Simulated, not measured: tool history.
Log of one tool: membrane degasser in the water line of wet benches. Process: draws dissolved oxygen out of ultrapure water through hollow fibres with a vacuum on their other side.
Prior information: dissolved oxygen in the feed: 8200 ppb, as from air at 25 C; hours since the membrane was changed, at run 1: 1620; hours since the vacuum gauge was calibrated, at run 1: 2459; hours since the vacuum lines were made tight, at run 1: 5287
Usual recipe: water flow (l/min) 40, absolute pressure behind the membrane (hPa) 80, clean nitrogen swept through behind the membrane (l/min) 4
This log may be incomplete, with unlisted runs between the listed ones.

run   hour  water flow (l/min)  absolute pressure behind the membrane (hPa)  clean nitrogen swept through behind the membrane (l/min)  hours since the membrane was changed  hours since the vacuum gauge was calibrated  hours since the vacuum lines were made tight  dissolved oxygen in the water behind the degasser (ppb)  pressure that the water loses in the fibres (hPa)
  1      0                  40                                           80                                                         4                                  1620                                         2459                                          5287                                                    228.5                                              333.6
  2   41.2                  40                                           80                                                         4                                  1662                                         2500                                          5328                                                      228                                              332.5
  3   78.3                  33                                           80                                                         4                                  1699                                         2537                                          5365                                                      179                                              273.7
  4   99.7                  33                                           80                                                         4                                  1720                                         2559                                          5387                                                      180                                              274.5
  5  135.7                  40                                           80                                                         4                                  1756                                         2595                                          5423                                                    236.6                                              333.8
  6  164.1                  40                                           80                                                         4                                  1785                                         2623                                          5451                                                    228.4                                              334.5
  7  190.3                  40                                           80                                                         4                                  1811                                         2649                                          5477                                                    230.6                                              330.2
     209.9  -- seals of the vacuum lines changed
  8  234.2                  40                                           80                                                         4                                  1853                                         2691                                            24                                                    229.4                                                334
  9  260.6                  40                                           80                                                         4                                  1879                                         2717                                            51                                                      229                                              334.2
 10  284.4                  40                                           80                                                         4                                  1903                                         2741                                            75                                                    223.3                                              331.6
 11  314.6                  40                                           80                                                         4                                  1933                                         2772                                           105                                                    230.7                                              336.3
 12  352.2                  40                                           80                                                         4                                  1971                                         2809                                           142                                                    231.4                                                332
 13  376.6                  40                                           80                                                         4                                  1995                                         2834                                           167                                                    231.1                                              333.9
 14  421.2                  49                                           80                                                         4                                  2040                                         2878                                           211                                                    288.2                                              406.9
 15  450.4                  49                                           80                                                         4                                  2069                                         2907                                           240                                                    293.8                                              405.5
 16  471.7                  49                                           80                                                         4                                  2090                                         2929                                           262                                                    288.4                                                406
 17  503.1                  31                                          162                                                      4.25                                  2122                                         2960                                           293                                                    293.5                                              259.4
     507.4  -- vacuum gauge calibrated
 18  526.8                  53                                         54.5                                                      2.55                                  2145                                           19                                           316                                                    293.8                                              443.1
 19  567.3                  53                                         54.5                                                      2.55                                  2185                                           60                                           357                                                    294.3                                              438.8
 20  591.7                  53                                         54.5                                                      2.55                                  2210                                           84                                           381                                                    286.7                                              442.5
 21  623.2                  25                                           80                                                      2.13                                  2241                                          116                                           413                                                    194.1                                              206.9
 22  650.8                  36                                           80                                                      1.74                                  2269                                          143                                           440                                                    326.7                                              299.7
 23  675.8                  26                                         95.5                                                      3.37                                  2294                                          168                                           465                                                    179.9                                              214.7
     694.4  -- vacuum gauge calibrated, once more
 24  699.4                  34                                        127.2                                                      2.65                                  2317                                            5                                           489                                                    361.9                                              284.9
 25  727.5                  28                                        127.2                                                      2.65                                  2345                                           33                                           517                                                    292.8                                                233
 26  747.2                  25                                         82.3                                                      2.99                                  2365                                           53                                           536                                                    149.4                                              204.7
 27  777.1                  40                                        136.9                                                         8                                  2394                                           83                                           566                                                    233.5                                              332.7
 28  819.9                  40                                        136.9                                                         8                                  2437                                          125                                           609                                                    237.1                                              332.1
 29    849                  62                                        184.3                                                      4.41                                  2466                                          155                                           638                                                    659.6                                              514.9
 30  887.1                  62                                        131.2                                                      8.54                                  2505                                          193                                           676                                                    375.4                                              513.8
 31  918.5                  62                                        131.2                                                      8.54                                  2536                                          224                                           708                                                    382.1                                                519

What if the next run were any one of these 4? Each begins from the tool's condition after run 31:
  A  961.3                  30                                         87.6                                                         4                                  2579                                          267                                           750                                                        ?                                                  ?
  B  961.3                  36                                         93.9                                                      2.24                                  2579                                          267                                           750                                                        ?                                                  ?
  C  961.3                  27                                         88.9                                                     11.97                                  2579                                          267                                           750                                                        ?                                                  ?
  D  961.3                  27                                         98.8                                                       4.5                                  2579                                          267                                           750                                                        ?                                                  ?

run  dissolved oxygen in the water behind the degasser (ppb)  pressure that the water loses in the fibres (hPa)
  A                                                      170                                              250.8
  B                                                      313                                              300.4
  C                                                     93.6                                                222
  D                                                    154.5                                              227.1
What these runs would have given with no unlogged condition in the tool:
run  dissolved oxygen in the water behind the degasser (ppb)  pressure that the water loses in the fibres (hPa)
  A                                                    165.2                                              247.4
  B                                                    307.3                                              296.3
  C                                                     89.5                                                219
  D                                                    150.4                                                224

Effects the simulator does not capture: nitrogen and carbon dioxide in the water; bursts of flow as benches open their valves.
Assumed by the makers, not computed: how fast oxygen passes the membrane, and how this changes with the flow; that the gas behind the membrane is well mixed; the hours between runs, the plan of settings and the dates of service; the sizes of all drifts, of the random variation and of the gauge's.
